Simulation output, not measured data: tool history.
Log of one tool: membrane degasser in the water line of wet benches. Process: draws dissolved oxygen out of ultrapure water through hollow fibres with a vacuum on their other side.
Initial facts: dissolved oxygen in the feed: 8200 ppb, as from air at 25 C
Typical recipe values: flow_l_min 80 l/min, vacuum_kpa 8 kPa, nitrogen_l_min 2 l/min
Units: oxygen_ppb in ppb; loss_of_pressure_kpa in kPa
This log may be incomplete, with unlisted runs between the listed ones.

run,hour,flow_l_min,vacuum_kpa,nitrogen_l_min,oxygen_ppb,loss_of_pressure_kpa
1,0,80,8,2,372.4,66.42
2,69.9,52,8,2,261.9,43.29
3,128.8,104,8,2,466.4,86.15
4,162.5,113,8,2,499.9,93.54
5,232.6,113,8,2,493.8,93.62
6,272.2,113,8,2,499.9,93.88
7,342.3,113,8,2,501.9,93.54
8,396.1,80,6.47,2,260,65.9
9,469.6,60,6.47,2,206.3,49.74
10,509.4,60,6.47,2,204.8,49.12
11,553.2,60,6.47,2,203.3,49.5
12,627.6,80,5.95,2,216.1,65.91
13,698.8,80,8,2,374.3,65.76
14,771.1,80,8,2,372.7,65.9
15,804.9,80,8,2,375.3,65.75
16,866.2,80,8,2,378.4,65.53
17,903.9,80,8,2,370.4,65.41
18,938.6,120,8,2.21,494.1,98.82
19,994.4,89,12.8,2.2,721.4,72.75
20,1043.9,82,13.17,3.68,469.3,67.24
21,1086,82,13.17,3.68,472.5,67.07
22,1151.4,61,8.29,2.67,246.9,49.94
23,1209.7,97,13.65,1.67,1014.8,79.01
24,1274.7,117,6.64,2,382.2,96.22
25,1336.4,117,6.64,2,387.6,95
26,1371,57,6.18,2,178.3,46.76
27,1427,57,6.18,2,178.1,46.62
28,1463.3,93,10.85,4.68,339.4,75.94
29,1504.5,93,10.85,4.68,335.5,76.05

Here are 3 independent what-if runs from the current tool condition. What would each one return?
A,1540.7,80,8,1.8,?,?
B,1540.7,80,16.28,2,?,?
C,1540.7,93,10.85,2.18,?,?

run,oxygen_ppb,loss_of_pressure_kpa
A,400.6,64.98
B,963.8,64.57
C,614.6,75.2
With the hidden condition removed and each run's random variation left untouched, the same runs would have given:
run,oxygen_ppb,loss_of_pressure_kpa
A,400.1,66.26
B,963.3,65.85
C,614.1,76.69

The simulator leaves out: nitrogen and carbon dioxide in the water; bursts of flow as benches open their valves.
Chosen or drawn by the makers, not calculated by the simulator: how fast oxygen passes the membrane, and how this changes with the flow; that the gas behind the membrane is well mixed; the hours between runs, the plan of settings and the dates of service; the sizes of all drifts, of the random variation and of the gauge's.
